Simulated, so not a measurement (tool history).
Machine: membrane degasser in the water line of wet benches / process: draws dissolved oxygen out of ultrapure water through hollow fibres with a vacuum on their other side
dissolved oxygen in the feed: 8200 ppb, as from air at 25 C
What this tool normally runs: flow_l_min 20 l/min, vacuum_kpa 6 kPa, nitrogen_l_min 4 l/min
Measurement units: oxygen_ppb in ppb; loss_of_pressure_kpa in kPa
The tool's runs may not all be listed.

run 1 hour=0 | flow_l_min=20 vacuum_kpa=6 nitrogen_l_min=4 | oxygen_ppb=135.4 loss_of_pressure_kpa=44.51
run 2 hour=175.3 | flow_l_min=20 vacuum_kpa=6 nitrogen_l_min=4 | oxygen_ppb=136.8 loss_of_pressure_kpa=44.2
run 3 hour=336.7 | flow_l_min=20 vacuum_kpa=6 nitrogen_l_min=4 | oxygen_ppb=138.7 loss_of_pressure_kpa=44.51
run 4 hour=474.1 | flow_l_min=20 vacuum_kpa=6 nitrogen_l_min=4 | oxygen_ppb=134.6 loss_of_pressure_kpa=44.48
run 5 hour=604.4 | flow_l_min=20 vacuum_kpa=6 nitrogen_l_min=4 | oxygen_ppb=135.3 loss_of_pressure_kpa=44.6
-- hour=703.7 vacuum gauge calibrated
run 6 hour=713.3 | flow_l_min=25 vacuum_kpa=6 nitrogen_l_min=4 | oxygen_ppb=212.9 loss_of_pressure_kpa=55.6
run 7 hour=857.4 | flow_l_min=25 vacuum_kpa=6 nitrogen_l_min=4 | oxygen_ppb=218.2 loss_of_pressure_kpa=55.54
run 8 hour=1059.6 | flow_l_min=20 vacuum_kpa=6 nitrogen_l_min=8.74 | oxygen_ppb=121 loss_of_pressure_kpa=44.7
run 9 hour=1200 | flow_l_min=17 vacuum_kpa=6 nitrogen_l_min=4 | oxygen_ppb=99.3 loss_of_pressure_kpa=37.87
run 10 hour=1288.6 | flow_l_min=22 vacuum_kpa=6 nitrogen_l_min=3.26 | oxygen_ppb=177.9 loss_of_pressure_kpa=48.87
run 11 hour=1389.3 | flow_l_min=22 vacuum_kpa=6 nitrogen_l_min=3.26 | oxygen_ppb=177 loss_of_pressure_kpa=49.17
run 12 hour=1572.6 | flow_l_min=13 vacuum_kpa=11.05 nitrogen_l_min=1.76 | oxygen_ppb=171.6 loss_of_pressure_kpa=29.08
run 13 hour=1679.5 | flow_l_min=30 vacuum_kpa=3.93 nitrogen_l_min=6.1 | oxygen_ppb=270.2 loss_of_pressure_kpa=67.24
run 14 hour=1809.2 | flow_l_min=12 vacuum_kpa=5.64 nitrogen_l_min=6.1 | oxygen_ppb=38 loss_of_pressure_kpa=26.88

Below are 5 alternative next runs, each starting from the tool's condition after run 14. Predict each:
run A hour=1953 | flow_l_min=12 vacuum_kpa=9.04 nitrogen_l_min=6.1 | oxygen_ppb=? loss_of_pressure_kpa=?
run B hour=1953 | flow_l_min=19 vacuum_kpa=6.26 nitrogen_l_min=2.37 | oxygen_ppb=? loss_of_pressure_kpa=?
run C hour=1953 | flow_l_min=12 vacuum_kpa=5.64 nitrogen_l_min=6.25 | oxygen_ppb=? loss_of_pressure_kpa=?
run D hour=1953 | flow_l_min=29 vacuum_kpa=5.64 nitrogen_l_min=11.56 | oxygen_ppb=? loss_of_pressure_kpa=?
run E hour=1953 | flow_l_min=13 vacuum_kpa=13.24 nitrogen_l_min=5.44 | oxygen_ppb=? loss_of_pressure_kpa=?

run=A oxygen_ppb=54.7 loss_of_pressure_kpa=26.84
run=B oxygen_ppb=149.6 loss_of_pressure_kpa=43.01
run=C oxygen_ppb=38 loss_of_pressure_kpa=27.11
run=D oxygen_ppb=262.2 loss_of_pressure_kpa=65.26
run=E oxygen_ppb=91.8 loss_of_pressure_kpa=29.06
With the hidden condition removed and each run's random variation left untouched, the same runs would have given:
run=A oxygen_ppb=46.3 loss_of_pressure_kpa=25.28
run=B oxygen_ppb=126.3 loss_of_pressure_kpa=40.54
run=C oxygen_ppb=30 loss_of_pressure_kpa=25.55
run=D oxygen_ppb=214 loss_of_pressure_kpa=61.47
run=E oxygen_ppb=81.1 loss_of_pressure_kpa=27.38

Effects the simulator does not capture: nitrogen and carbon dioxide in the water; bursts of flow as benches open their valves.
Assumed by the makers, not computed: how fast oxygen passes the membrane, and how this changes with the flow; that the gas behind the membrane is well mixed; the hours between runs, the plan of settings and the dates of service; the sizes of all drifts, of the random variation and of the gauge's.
